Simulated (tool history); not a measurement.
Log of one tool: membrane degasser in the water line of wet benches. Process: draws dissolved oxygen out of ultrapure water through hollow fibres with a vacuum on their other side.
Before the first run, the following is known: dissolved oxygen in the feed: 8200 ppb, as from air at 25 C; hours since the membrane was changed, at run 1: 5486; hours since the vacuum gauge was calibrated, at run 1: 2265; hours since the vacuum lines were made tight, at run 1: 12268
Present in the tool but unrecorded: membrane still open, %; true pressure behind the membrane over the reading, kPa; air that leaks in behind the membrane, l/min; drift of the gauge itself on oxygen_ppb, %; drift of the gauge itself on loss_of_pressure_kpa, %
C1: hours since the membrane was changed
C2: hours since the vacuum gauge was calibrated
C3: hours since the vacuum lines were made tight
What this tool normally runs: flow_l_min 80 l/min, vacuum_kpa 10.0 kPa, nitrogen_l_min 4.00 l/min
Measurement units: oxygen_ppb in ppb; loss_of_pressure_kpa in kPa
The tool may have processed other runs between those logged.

run 1 hour=0.0 | flow_l_min=80 vacuum_kpa=10.0 nitrogen_l_min=4.00 | C1=5486 C2=2265 C3=12268 | oxygen_ppb=508.3 loss_of_pressure_kpa=44.20
-- hour=259.7 seals of the vacuum lines changed
run 2 hour=259.7 | flow_l_min=80 vacuum_kpa=10.0 nitrogen_l_min=4.00 | C1=5744 C2=2523 C3=0 | oxygen_ppb=517.4 loss_of_pressure_kpa=44.28
run 3 hour=435.3 | flow_l_min=120 vacuum_kpa=10.0 nitrogen_l_min=4.00 | C1=5919 C2=2698 C3=176 | oxygen_ppb=936.6 loss_of_pressure_kpa=66.55
run 4 hour=585.7 | flow_l_min=120 vacuum_kpa=10.0 nitrogen_l_min=4.00 | C1=6070 C2=2849 C3=326 | oxygen_ppb=939.5 loss_of_pressure_kpa=66.15
run 5 hour=730.0 | flow_l_min=120 vacuum_kpa=10.0 nitrogen_l_min=4.00 | C1=6214 C2=2993 C3=470 | oxygen_ppb=943.3 loss_of_pressure_kpa=66.51
run 6 hour=1004.4 | flow_l_min=80 vacuum_kpa=10.0 nitrogen_l_min=4.00 | C1=6488 C2=3267 C3=745 | oxygen_ppb=514.1 loss_of_pressure_kpa=44.07
run 7 hour=1162.6 | flow_l_min=80 vacuum_kpa=10.0 nitrogen_l_min=4.00 | C1=6647 C2=3425 C3=903 | oxygen_ppb=512.5 loss_of_pressure_kpa=44.37
run 8 hour=1484.0 | flow_l_min=80 vacuum_kpa=10.0 nitrogen_l_min=4.00 | C1=6968 C2=3747 C3=1224 | oxygen_ppb=519.7 loss_of_pressure_kpa=44.58
run 9 hour=1691.7 | flow_l_min=80 vacuum_kpa=17.1 nitrogen_l_min=4.00 | C1=7176 C2=3955 C3=1432 | oxygen_ppb=792.0 loss_of_pressure_kpa=44.68
run 10 hour=1823.0 | flow_l_min=80 vacuum_kpa=17.1 nitrogen_l_min=4.00 | C1=7307 C2=4086 C3=1563 | oxygen_ppb=784.3 loss_of_pressure_kpa=44.40
run 11 hour=2057.0 | flow_l_min=80 vacuum_kpa=17.1 nitrogen_l_min=4.00 | C1=7541 C2=4320 C3=1797 | oxygen_ppb=789.8 loss_of_pressure_kpa=44.27
run 12 hour=2233.2 | flow_l_min=80 vacuum_kpa=17.1 nitrogen_l_min=4.53 | C1=7717 C2=4496 C3=1974 | oxygen_ppb=731.3 loss_of_pressure_kpa=44.28
run 13 hour=2509.6 | flow_l_min=80 vacuum_kpa=6.7 nitrogen_l_min=2.01 | C1=7994 C2=4772 C3=2250 | oxygen_ppb=497.0 loss_of_pressure_kpa=44.14
run 14 hour=2826.5 | flow_l_min=80 vacuum_kpa=8.5 nitrogen_l_min=4.00 | C1=8310 C2=5089 C3=2567 | oxygen_ppb=454.4 loss_of_pressure_kpa=44.77
run 15 hour=3112.6 | flow_l_min=61 vacuum_kpa=23.9 nitrogen_l_min=5.03 | C1=8597 C2=5375 C3=2853 | oxygen_ppb=648.4 loss_of_pressure_kpa=33.65
-- hour=3243.0 vacuum gauge calibrated
run 16 hour=3364.5 | flow_l_min=61 vacuum_kpa=23.9 nitrogen_l_min=5.03 | C1=8848 C2=121 C3=3104 | oxygen_ppb=649.8 loss_of_pressure_kpa=33.97
run 17 hour=3650.6 | flow_l_min=61 vacuum_kpa=23.9 nitrogen_l_min=5.03 | C1=9134 C2=408 C3=3390 | oxygen_ppb=646.5 loss_of_pressure_kpa=34.01
run 18 hour=3895.0 | flow_l_min=61 vacuum_kpa=21.6 nitrogen_l_min=3.25 | C1=9378 C2=652 C3=3635 | oxygen_ppb=803.5 loss_of_pressure_kpa=33.70
run 19 hour=4044.9 | flow_l_min=62 vacuum_kpa=21.6 nitrogen_l_min=4.46 | C1=9528 C2=802 C3=3785 | oxygen_ppb=659.9 loss_of_pressure_kpa=34.38
run 20 hour=4346.6 | flow_l_min=59 vacuum_kpa=10.0 nitrogen_l_min=6.13 | C1=9830 C2=1104 C3=4086 | oxygen_ppb=247.3 loss_of_pressure_kpa=32.88

4 options for the next run, each taken on its own from the tool as it stands now. Forecast them:
run A hour=4481.1 | flow_l_min=97 vacuum_kpa=6.5 nitrogen_l_min=4.83 | C1=9965 C2=1238 C3=4221 | oxygen_ppb=? loss_of_pressure_kpa=?
run B hour=4481.1 | flow_l_min=108 vacuum_kpa=10.0 nitrogen_l_min=4.00 | C1=9965 C2=1238 C3=4221 | oxygen_ppb=? loss_of_pressure_kpa=?
run C hour=4481.1 | flow_l_min=91 vacuum_kpa=15.7 nitrogen_l_min=8.69 | C1=9965 C2=1238 C3=4221 | oxygen_ppb=? loss_of_pressure_kpa=?
run D hour=4481.1 | flow_l_min=59 vacuum_kpa=8.1 nitrogen_l_min=11.82 | C1=9965 C2=1238 C3=4221 | oxygen_ppb=? loss_of_pressure_kpa=?

run=A oxygen_ppb=513.2 loss_of_pressure_kpa=54.06
run=B oxygen_ppb=814.3 loss_of_pressure_kpa=59.74
run=C oxygen_ppb=596.3 loss_of_pressure_kpa=50.51
run=D oxygen_ppb=156.3 loss_of_pressure_kpa=32.68
Stripped of hidden state, with their random variation kept, the same runs would have yielded:
run=A oxygen_ppb=512.3 loss_of_pressure_kpa=54.01
run=B oxygen_ppb=813.3 loss_of_pressure_kpa=59.70
run=C oxygen_ppb=595.5 loss_of_pressure_kpa=50.47
run=D oxygen_ppb=156.0 loss_of_pressure_kpa=32.66

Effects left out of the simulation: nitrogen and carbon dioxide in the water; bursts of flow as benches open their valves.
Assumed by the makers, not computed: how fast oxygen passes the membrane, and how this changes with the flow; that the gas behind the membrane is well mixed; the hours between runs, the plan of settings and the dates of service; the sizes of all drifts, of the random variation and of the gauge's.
